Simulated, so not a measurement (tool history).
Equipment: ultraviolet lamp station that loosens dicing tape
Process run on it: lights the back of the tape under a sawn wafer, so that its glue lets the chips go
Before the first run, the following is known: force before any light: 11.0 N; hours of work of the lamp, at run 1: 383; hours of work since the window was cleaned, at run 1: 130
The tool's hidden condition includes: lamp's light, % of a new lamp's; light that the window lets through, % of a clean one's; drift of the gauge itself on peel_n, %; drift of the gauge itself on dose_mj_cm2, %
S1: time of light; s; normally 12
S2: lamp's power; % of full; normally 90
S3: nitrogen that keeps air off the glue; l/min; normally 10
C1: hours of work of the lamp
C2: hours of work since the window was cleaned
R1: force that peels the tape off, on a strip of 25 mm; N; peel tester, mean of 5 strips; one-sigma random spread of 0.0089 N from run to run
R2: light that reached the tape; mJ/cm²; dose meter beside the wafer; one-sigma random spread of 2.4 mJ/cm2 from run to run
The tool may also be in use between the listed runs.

run    hour  S1  S2  S3   C1   C2     R1   R2
  1     0.0  12  90  10  383  130  0.620  227
  2    48.9  12  90   7  411  158  0.756  221
  3   120.1  12  90   7  452  199  0.856  218
  4   195.7  12  90   7  495  242  0.945  213
  5   233.2  12  90   7  517  264  0.953  205
  6   272.3  12  90  10  539  286  0.860  202
  7   330.1  12  90  10  573  320  0.930  196
  8   373.1  12  90  10  598  344  0.964  193
  9   408.4  12  90   3  618  365  1.620  193
 10   465.1  12  90  10  650  397  1.041  183
 11   518.9  12  90  10  681  428  1.105  184
 12   594.2  12  90  10  725  472  1.193  177
 13   639.3  12  90  10  751  498  1.233  171
 14   675.3  12  90  10  772  518  1.248  169
 15   744.6  12  90  10  811  558  1.379  161
      808.1  -- window cleaned of glue's vapour
 16   819.0  12  90  10  854    6  0.999  191
 17   878.6  12  75  10  888   41  1.576  153
 18   921.9  12  75  10  913   66  1.567  152
 19   984.4  11  90  10  949  102  1.395  159
     1037.8  -- lamp changed
 20  1052.9  11  90  10    9  140  0.549  242
 21  1118.7   8  66  10   47  178  2.238  125
 22  1165.6  14  90  14   74  205  0.264  294
 23  1245.9  15  83  19  120  251  0.258  277
 24  1323.0  15  83  19  164  296  0.301  264
 25  1379.8   7  86  12  197  329  1.950  124
 26  1448.8   8  66  12  237  368  2.645  108
 27  1497.0   8  66  12  264  396  2.699  108

The next listed run, before its measurement:
 28  1574.1  16  82   5  309  440   ?   ?

{"run 28": {"R1": 0.646, "R2": 259}}
With no hidden state in the tool, this same run would have given R1 0.307 N, R2 336 mJ/cm².
